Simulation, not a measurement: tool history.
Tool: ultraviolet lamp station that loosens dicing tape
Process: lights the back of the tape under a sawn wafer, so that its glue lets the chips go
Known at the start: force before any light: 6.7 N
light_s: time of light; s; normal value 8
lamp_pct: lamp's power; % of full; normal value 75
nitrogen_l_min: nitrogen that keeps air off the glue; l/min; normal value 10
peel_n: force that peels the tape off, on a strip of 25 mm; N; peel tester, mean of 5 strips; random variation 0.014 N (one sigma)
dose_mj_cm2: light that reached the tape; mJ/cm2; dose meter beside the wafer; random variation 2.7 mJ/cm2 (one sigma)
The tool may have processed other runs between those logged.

Run 1, hour 0: usual settings. Result: peel_n 0.638 N, dose_mj_cm2 348 mJ/cm2.
Run 2, hour 64.8: usual settings. Result: peel_n 0.637 N, dose_mj_cm2 350 mJ/cm2.
Run 3, hour 113.1: usual settings. Result: peel_n 0.68 N, dose_mj_cm2 348 mJ/cm2.
Run 4, hour 166: usual settings but nitrogen_l_min 18 l/min. Result: peel_n 0.434 N, dose_mj_cm2 348 mJ/cm2.
Run 5, hour 196.7: usual settings but nitrogen_l_min 18 l/min. Result: peel_n 0.419 N, dose_mj_cm2 350 mJ/cm2.
Run 6, hour 240: usual settings but lamp_pct 70 % of full. Result: peel_n 0.742 N, dose_mj_cm2 326 mJ/cm2.
Run 7, hour 270.5: usual settings but lamp_pct 70 % of full. Result: peel_n 0.762 N, dose_mj_cm2 329 mJ/cm2.
Run 8, hour 324.2: usual settings. Result: peel_n 0.643 N, dose_mj_cm2 352 mJ/cm2.
Run 9, hour 357.3: usual settings but light_s 6 s. Result: peel_n 1.112 N, dose_mj_cm2 264 mJ/cm2.
Run 10, hour 410.3: usual settings but light_s 6 s. Result: peel_n 1.102 N, dose_mj_cm2 264 mJ/cm2.
Run 11, hour 467.3: usual settings but light_s 6 s. Result: peel_n 1.081 N, dose_mj_cm2 260 mJ/cm2.
Run 12, hour 508.3: usual settings. Result: peel_n 0.658 N, dose_mj_cm2 349 mJ/cm2.
Run 13, hour 540.6: usual settings but light_s 4 s. Result: peel_n 1.974 N, dose_mj_cm2 176 mJ/cm2.
Run 14, hour 567.8: usual settings. Result: peel_n 0.62 N, dose_mj_cm2 353 mJ/cm2.
Run 15, hour 612.3: usual settings. Result: peel_n 0.637 N, dose_mj_cm2 347 mJ/cm2.
Run 16, hour 663.5: usual settings. Result: peel_n 0.639 N, dose_mj_cm2 346 mJ/cm2.
Run 17, hour 713.2: usual settings. Result: peel_n 0.665 N, dose_mj_cm2 351 mJ/cm2.
Run 18, hour 774.3: usual settings. Result: peel_n 0.618 N, dose_mj_cm2 347 mJ/cm2.
Run 19, hour 835.4: usual settings. Result: peel_n 0.669 N, dose_mj_cm2 353 mJ/cm2.
Run 20, hour 879.4: usual settings. Result: peel_n 0.633 N, dose_mj_cm2 350 mJ/cm2.
Run 21, hour 940.8: usual settings. Result: peel_n 0.644 N, dose_mj_cm2 351 mJ/cm2.
Run 22, hour 1005.7: usual settings but lamp_pct 64 % of full, nitrogen_l_min 17 l/min. Result: peel_n 0.618 N, dose_mj_cm2 302 mJ/cm2.
Run 23, hour 1055.8: usual settings but lamp_pct 64 % of full, nitrogen_l_min 15 l/min. Result: peel_n 0.699 N, dose_mj_cm2 295 mJ/cm2.
Run 24, hour 1109.5: usual settings but lamp_pct 64 % of full, nitrogen_l_min 15 l/min. Result: peel_n 0.639 N, dose_mj_cm2 298 mJ/cm2.
Run 25, hour 1140.1: usual settings but light_s 5 s, lamp_pct 62 % of full, nitrogen_l_min 13 l/min. Result: peel_n 1.61 N, dose_mj_cm2 180 mJ/cm2.
Run 26, hour 1192.5: usual settings but light_s 5 s, lamp_pct 62 % of full, nitrogen_l_min 13 l/min. Result: peel_n 1.656 N, dose_mj_cm2 182 mJ/cm2.
Run 27, hour 1238.5: usual settings but light_s 5 s, lamp_pct 62 % of full, nitrogen_l_min 13 l/min. Result: peel_n 1.637 N, dose_mj_cm2 181 mJ/cm2.
Run 28, hour 1303.6: usual settings but light_s 4 s, lamp_pct 95 % of full, nitrogen_l_min 9 l/min. Result: peel_n 1.483 N, dose_mj_cm2 220 mJ/cm2.
Run 29, hour 1368.1: usual settings but light_s 13 s, lamp_pct 95 % of full, nitrogen_l_min 9 l/min. Result: peel_n 0.194 N, dose_mj_cm2 723 mJ/cm2.
Run 30, hour 1435.5: usual settings but light_s 12 s, lamp_pct 82 % of full, nitrogen_l_min 9 l/min. Result: peel_n 0.258 N, dose_mj_cm2 574 mJ/cm2.
Run 31, hour 1463.8: usual settings but lamp_pct 89 % of full. Result: peel_n 0.477 N, dose_mj_cm2 417 mJ/cm2.
Run 32, hour 1492: usual settings but lamp_pct 89 % of full. Result: peel_n 0.467 N, dose_mj_cm2 418 mJ/cm2.
Run 33, hour 1558.2: usual settings but lamp_pct 89 % of full. Result: peel_n 0.465 N, dose_mj_cm2 420 mJ/cm2.
Run 34, hour 1613.8: usual settings but light_s 6 s, lamp_pct 65 % of full, nitrogen_l_min 3 l/min. Result: peel_n 2.581 N, dose_mj_cm2 224 mJ/cm2.
Run 35, hour 1651.9: usual settings but light_s 6 s, lamp_pct 65 % of full, nitrogen_l_min 3 l/min. Result: peel_n 2.583 N, dose_mj_cm2 223 mJ/cm2.
Run 36, hour 1708: usual settings but light_s 16 s, nitrogen_l_min 7 l/min. Result: peel_n 0.221 N, dose_mj_cm2 695 mJ/cm2.
Run 37, hour 1737.8: usual settings but light_s 10 s, lamp_pct 61 % of full, nitrogen_l_min 7 l/min. Result: peel_n 0.806 N, dose_mj_cm2 353 mJ/cm2.
Run 38, hour 1784.8: usual settings but lamp_pct 69 % of full. Result: peel_n 0.769 N, dose_mj_cm2 316 mJ/cm2.
Run 39, hour 1840.6: usual settings but lamp_pct 61 % of full. Result: peel_n 0.95 N, dose_mj_cm2 285 mJ/cm2.
Run 40, hour 1879.3: usual settings but lamp_pct 67 % of full. Result: peel_n 0.81 N, dose_mj_cm2 311 mJ/cm2.
Run 41, hour 1917.2: usual settings but lamp_pct 61 % of full, nitrogen_l_min 4 l/min. Result: peel_n 1.672 N, dose_mj_cm2 288 mJ/cm2.
Run 42, hour 1961.9: usual settings but lamp_pct 61 % of full, nitrogen_l_min 4 l/min. Result: peel_n 1.691 N, dose_mj_cm2 286 mJ/cm2.

Between the runs listed above, the log contained 2 entries, not reproduced here. Where in the sequence does each belong, and how does what the log doesn't record of the tool's condition differ from the listed run before to the listed run after?
Run 15 -> run 16: window cleaned of glue's vapour (hour 643.6)
  lamp's light, % of a new lamp's: 100 -> 99.9
Run 41 -> run 42: window cleaned of glue's vapour (hour 1922.8)
  no difference in the tool's unlogged condition between these two runs
